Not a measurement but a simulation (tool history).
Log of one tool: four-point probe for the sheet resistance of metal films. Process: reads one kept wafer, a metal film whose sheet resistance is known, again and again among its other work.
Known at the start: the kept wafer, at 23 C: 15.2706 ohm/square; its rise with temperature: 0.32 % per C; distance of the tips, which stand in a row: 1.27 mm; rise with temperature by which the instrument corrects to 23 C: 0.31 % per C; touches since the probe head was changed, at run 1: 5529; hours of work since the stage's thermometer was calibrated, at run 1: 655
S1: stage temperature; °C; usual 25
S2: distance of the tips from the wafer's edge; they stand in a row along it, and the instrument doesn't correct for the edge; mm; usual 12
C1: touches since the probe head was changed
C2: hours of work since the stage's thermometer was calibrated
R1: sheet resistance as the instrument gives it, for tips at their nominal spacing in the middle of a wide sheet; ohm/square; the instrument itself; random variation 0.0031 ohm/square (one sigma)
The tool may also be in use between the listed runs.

run   hour  S1  S2     C1   C2         R1
  1      0  25  12   5529  655  15.380673
  2   48.3  25  12   7605  680  15.369853
  3   90.5  25  12   9418  702  15.377994
  4  115.9  25  12  10511  715  15.378593
  5  154.8  25  12  12183  736  15.375164
     158.1  -- stage's thermometer calibrated
  6  198.9  25  12  14057   21  15.375612
  7  226.4  25  12  15236   36  15.379821
     260.4  -- stage's thermometer calibrated, once more
  8  261.1  25  12  16705    0  15.389358
  9  287.9  18  19  17859   14  15.326212
 10  323.1  18  19  19369   33  15.321022

The next listed run, before its measurement:
 11  346.4  23  19  20371  45   ?

{"run 11": {"R1": 15.330503}}
Without the tool's hidden state the same run would have given R1 15.30315 ohm/square.
